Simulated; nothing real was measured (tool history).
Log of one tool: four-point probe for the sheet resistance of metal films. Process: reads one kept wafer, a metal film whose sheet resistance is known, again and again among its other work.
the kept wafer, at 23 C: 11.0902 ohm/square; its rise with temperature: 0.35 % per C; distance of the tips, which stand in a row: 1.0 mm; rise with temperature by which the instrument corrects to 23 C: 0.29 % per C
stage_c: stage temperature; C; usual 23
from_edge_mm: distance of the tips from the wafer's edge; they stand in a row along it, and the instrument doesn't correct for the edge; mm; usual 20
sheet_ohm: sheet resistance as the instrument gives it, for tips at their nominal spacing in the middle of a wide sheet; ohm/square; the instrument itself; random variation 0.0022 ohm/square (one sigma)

Run 1, hour 0.0: usual settings. Result: sheet_ohm 11.084654 ohm/square.
Run 2, hour 26.0: usual settings. Result: sheet_ohm 11.087398 ohm/square.
Run 3, hour 43.6: usual settings. Result: sheet_ohm 11.094559 ohm/square.
Run 4, hour 69.0: usual settings. Result: sheet_ohm 11.091653 ohm/square.
Run 5, hour 84.0: usual settings. Result: sheet_ohm 11.091443 ohm/square.
Run 6, hour 94.9: usual settings but stage_c 26 C. Result: sheet_ohm 11.108491 ohm/square.
Run 7, hour 119.4: usual settings but stage_c 26 C. Result: sheet_ohm 11.105910 ohm/square.
Run 8, hour 137.8: usual settings. Result: sheet_ohm 11.085770 ohm/square.
Run 9, hour 148.6: usual settings. Result: sheet_ohm 11.091744 ohm/square.
Run 10, hour 162.0: usual settings. Result: sheet_ohm 11.091024 ohm/square.
Run 11, hour 173.3: usual settings. Result: sheet_ohm 11.089492 ohm/square.
Run 12, hour 186.4: usual settings. Result: sheet_ohm 11.087309 ohm/square.
Run 13, hour 201.2: usual settings but stage_c 29 C. Result: sheet_ohm 11.122525 ohm/square.
Run 14, hour 216.2: usual settings but stage_c 29 C. Result: sheet_ohm 11.128567 ohm/square.
Run 15, hour 227.5: usual settings but stage_c 29 C. Result: sheet_ohm 11.129199 ohm/square.
Run 16, hour 253.0: usual settings but stage_c 29 C. Result: sheet_ohm 11.128875 ohm/square.
Run 17, hour 278.8: usual settings but stage_c 29 C. Result: sheet_ohm 11.130127 ohm/square.
Run 18, hour 300.9: usual settings but stage_c 29 C. Result: sheet_ohm 11.127017 ohm/square.
Run 19, hour 314.6: usual settings but stage_c 29 C. Result: sheet_ohm 11.127107 ohm/square.
Run 20, hour 336.8: usual settings but stage_c 29 C. Result: sheet_ohm 11.133024 ohm/square.
Run 21, hour 352.6: usual settings but from_edge_mm 21 mm. Result: sheet_ohm 11.092249 ohm/square.
At hour 364.1: stage's thermometer calibrated.
Run 22, hour 369.7: usual settings but from_edge_mm 21 mm. Result: sheet_ohm 11.105669 ohm/square.
Run 23, hour 383.4: usual settings but from_edge_mm 21 mm. Result: sheet_ohm 11.104695 ohm/square.
Run 24, hour 397.7: usual settings but stage_c 20 C, from_edge_mm 7 mm. Result: sheet_ohm 11.196422 ohm/square.
Run 25, hour 408.2: usual settings but from_edge_mm 7 mm. Result: sheet_ohm 11.213274 ohm/square.
Run 26, hour 424.1: usual settings but from_edge_mm 7 mm. Result: sheet_ohm 11.214495 ohm/square.
Run 27, hour 446.6: usual settings but stage_c 22 C. Result: sheet_ohm 11.102512 ohm/square.
Run 28, hour 457.3: usual settings but stage_c 22 C. Result: sheet_ohm 11.102863 ohm/square.
Run 29, hour 477.3: usual settings but stage_c 22 C. Result: sheet_ohm 11.102588 ohm/square.
Run 30, hour 489.9: usual settings. Result: sheet_ohm 11.109059 ohm/square.
Run 31, hour 507.6: usual settings but stage_c 27 C. Result: sheet_ohm 11.135609 ohm/square.

The next listed run, before its measurement:
Run 32, hour 530.2: usual settings but stage_c 20 C, from_edge_mm 72 mm. Result: sheet_ohm ?.

Run 32 gave sheet_ohm 11.076994 ohm/square.
Without the tool's hidden state the same run would have given sheet_ohm 11.073029 ohm/square.
